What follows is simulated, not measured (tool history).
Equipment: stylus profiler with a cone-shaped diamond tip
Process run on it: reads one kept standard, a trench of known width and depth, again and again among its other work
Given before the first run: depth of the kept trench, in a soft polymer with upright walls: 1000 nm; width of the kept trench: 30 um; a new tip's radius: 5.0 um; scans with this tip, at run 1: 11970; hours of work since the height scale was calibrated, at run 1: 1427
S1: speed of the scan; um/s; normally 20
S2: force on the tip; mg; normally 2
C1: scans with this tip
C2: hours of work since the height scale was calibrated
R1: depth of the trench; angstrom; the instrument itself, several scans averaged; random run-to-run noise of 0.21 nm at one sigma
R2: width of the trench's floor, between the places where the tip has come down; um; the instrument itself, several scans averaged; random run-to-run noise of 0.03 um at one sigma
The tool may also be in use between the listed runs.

run   hour  S1    S2     C1    C2       R1     R2
  1      0  20     2  11970  1427  10091.3  21.57
  2   51.2  20     2  12223  1457  10091.8  21.47
  3  167.5  20     2  12796  1525  10091.9  21.39
  4  221.1  50     2  13061  1557    10094  21.29
  5    324  50     2  13568  1617    10090  21.27
  6  410.7  20     2  13996  1668  10089.9  21.24
  7  457.6  20     2  14227  1696  10087.1  21.24
  8  570.1  30  2.93  14782  1762  10125.4  21.09
  9  635.4  42  2.93  15104  1800  10125.4  21.09
     717.6  -- height scale calibrated on a step standard
 10  717.6  10  5.12  15507     0    10229  21.06
 11    765  10  5.12  15741    28  10222.9  20.97
 12  880.2  25  1.87  16309    96  10115.5  20.82

Forecast run 13:
 13  979.7  19  5.48  16800  154   ?   ?

Run 13 measured R1 10234.9 angstrom, R2 20.8 um.
Had the tool carried no hidden state, the very same run would have given R1 10238.6 angstrom, R2 23.97 um.
